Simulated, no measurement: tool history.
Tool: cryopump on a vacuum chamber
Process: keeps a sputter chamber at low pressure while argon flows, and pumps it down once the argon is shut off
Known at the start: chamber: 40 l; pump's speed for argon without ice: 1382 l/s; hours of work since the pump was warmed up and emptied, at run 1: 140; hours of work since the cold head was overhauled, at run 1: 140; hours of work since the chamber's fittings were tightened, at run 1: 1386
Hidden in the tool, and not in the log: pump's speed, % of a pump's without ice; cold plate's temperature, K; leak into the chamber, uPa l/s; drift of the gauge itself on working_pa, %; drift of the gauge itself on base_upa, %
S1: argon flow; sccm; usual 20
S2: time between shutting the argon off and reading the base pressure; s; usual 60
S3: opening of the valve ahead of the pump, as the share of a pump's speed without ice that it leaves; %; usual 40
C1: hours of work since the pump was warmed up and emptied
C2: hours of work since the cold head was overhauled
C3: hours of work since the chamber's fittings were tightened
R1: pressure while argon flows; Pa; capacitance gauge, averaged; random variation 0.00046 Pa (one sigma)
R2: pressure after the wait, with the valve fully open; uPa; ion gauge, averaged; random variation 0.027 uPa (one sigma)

Run 1, day 0.000: usual settings; C1 140; C2 140; C3 1386. Result: R1 0.0631 Pa, R2 1.79 uPa.
Run 2, day 1.300: usual settings; C1 161; C2 161; C3 1407. Result: R1 0.0631 Pa, R2 1.80 uPa.
Run 3, day 2.688: usual settings but S2 63 s; C1 185; C2 185; C3 1431. Result: R1 0.0637 Pa, R2 1.76 uPa.
Run 4, day 3.583: usual settings but S2 63 s; C1 200; C2 200; C3 1446. Result: R1 0.0640 Pa, R2 1.75 uPa.
Run 5, day 4.833: usual settings but S2 63 s; C1 220; C2 220; C3 1466. Result: R1 0.0641 Pa, R2 1.77 uPa.
Run 6, day 6.275: usual settings but S2 63 s; C1 245; C2 245; C3 1491. Result: R1 0.0656 Pa, R2 1.82 uPa.
Run 7, day 7.429: usual settings but S2 63 s; C1 264; C2 264; C3 1510. Result: R1 0.0653 Pa, R2 1.81 uPa.
Run 8, day 8.612: usual settings but S2 63 s; C1 284; C2 284; C3 1530. Result: R1 0.0657 Pa, R2 1.90 uPa.
Run 9, day 10.067: usual settings but S2 63 s; C1 308; C2 308; C3 1554. Result: R1 0.0670 Pa, R2 1.86 uPa.
Run 10, day 10.996: usual settings but S2 63 s; C1 324; C2 324; C3 1570. Result: R1 0.0670 Pa, R2 1.82 uPa.
Run 11, day 12.238: usual settings but S2 63 s; C1 344; C2 344; C3 1590. Result: R1 0.0672 Pa, R2 1.87 uPa.
Run 12, day 13.021: usual settings; C1 357; C2 357; C3 1603. Result: R1 0.0670 Pa, R2 1.91 uPa.
Run 13, day 13.621: usual settings; C1 367; C2 367; C3 1613. Result: R1 0.0676 Pa, R2 1.97 uPa.
Run 14, day 14.479: usual settings; C1 382; C2 382; C3 1628. Result: R1 0.0683 Pa, R2 1.92 uPa.
Run 15, day 15.817: usual settings; C1 404; C2 404; C3 1650. Result: R1 0.0677 Pa, R2 1.98 uPa.
At day 16.221: pump warmed up, emptied and cooled again.
Run 16, day 17.362: usual settings; C1 19; C2 427; C3 1673. Result: R1 0.0618 Pa, R2 1.76 uPa.
Run 17, day 18.454: usual settings but S1 39 sccm; C1 37; C2 445; C3 1691. Result: R1 0.1194 Pa, R2 1.77 uPa.
Run 18, day 19.708: usual settings but S1 39 sccm; C1 58; C2 466; C3 1712. Result: R1 0.1225 Pa, R2 1.84 uPa.
Run 19, day 21.117: usual settings but S1 38 sccm, S3 59 %; C1 82; C2 489; C3 1735. Result: R1 0.0814 Pa, R2 1.87 uPa.
Run 20, day 21.792: usual settings but S1 38 sccm, S2 35 s, S3 42 %; C1 93; C2 501; C3 1747. Result: R1 0.1136 Pa, R2 2.56 uPa.
At day 22.654: leaking fittings of the chamber tightened, without venting.
Run 21, day 23.338: usual settings but S1 19 sccm, S2 250 s, S3 23 %; C1 118; C2 525; C3 11. Result: R1 0.1023 Pa, R2 0.48 uPa.
Run 22, day 24.500: usual settings but S1 34 sccm, S2 250 s, S3 26 %; C1 137; C2 545; C3 31. Result: R1 0.1645 Pa, R2 0.48 uPa.
Run 23, day 25.417: usual settings but S1 34 sccm, S2 250 s, S3 26 %; C1 152; C2 560; C3 46. Result: R1 0.1641 Pa, R2 0.53 uPa.
Run 24, day 26.479: usual settings but S1 34 sccm, S2 40 s, S3 17 %; C1 170; C2 578; C3 64. Result: R1 0.2476 Pa, R2 1.78 uPa.
Run 25, day 27.246: usual settings but S1 9 sccm; C1 183; C2 591; C3 77. Result: R1 0.0295 Pa, R2 1.29 uPa.
Run 26, day 28.283: usual settings but S1 9 sccm; C1 200; C2 608; C3 94. Result: R1 0.0298 Pa, R2 1.25 uPa.
Run 27, day 29.162: usual settings but S1 9 sccm; C1 215; C2 623; C3 109. Result: R1 0.0288 Pa, R2 1.28 uPa.
Run 28, day 30.562: usual settings but S1 9 sccm, S2 92 s; C1 239; C2 646; C3 132. Result: R1 0.0292 Pa, R2 0.95 uPa.
Run 29, day 31.358: usual settings but S1 12 sccm, S2 43 s; C1 252; C2 659; C3 146. Result: R1 0.0395 Pa, R2 1.73 uPa.
Run 30, day 31.962: usual settings but S1 12 sccm, S2 43 s, S3 50 %; C1 262; C2 669; C3 156. Result: R1 0.0316 Pa, R2 1.68 uPa.
Run 31, day 33.333: usual settings but S1 19 sccm, S2 57 s, S3 43 %; C1 285; C2 692; C3 179. Result: R1 0.0583 Pa, R2 1.38 uPa.
Run 32, day 34.108: usual settings but S1 11 sccm, S2 168 s, S3 43 %; C1 298; C2 705; C3 192. Result: R1 0.0339 Pa, R2 0.70 uPa.
Run 33, day 35.121: usual settings but S1 8 sccm, S2 26 s, S3 35 %; C1 315; C2 722; C3 209. Result: R1 0.0298 Pa, R2 2.58 uPa.

Some steps in R1 between neighbouring runs. How much of each would the tool show without its hidden state too (settings, what came in, random variation), and how much is left for the hidden state, with any gauge scatter that isn't in both results?
Run 15 -> 16: pump warmed up, emptied and cooled again. R1 -0.0059 Pa: hidden state -0.0067, all else +0.0008.
Run 21 -> 22: S1 19 -> 34, S3 23 -> 26. R1 +0.0622 Pa: hidden state +0.0019, all else +0.0603.
Run 23 -> 24: S2 250 -> 40, S3 26 -> 17. R1 +0.0835 Pa: hidden state +0.0005, all else +0.0830.
Run 24 -> 25: S1 34 -> 9, S2 40 -> 60, S3 17 -> 40. R1 -0.2181 Pa: hidden state -0.0031, all else -0.2150.

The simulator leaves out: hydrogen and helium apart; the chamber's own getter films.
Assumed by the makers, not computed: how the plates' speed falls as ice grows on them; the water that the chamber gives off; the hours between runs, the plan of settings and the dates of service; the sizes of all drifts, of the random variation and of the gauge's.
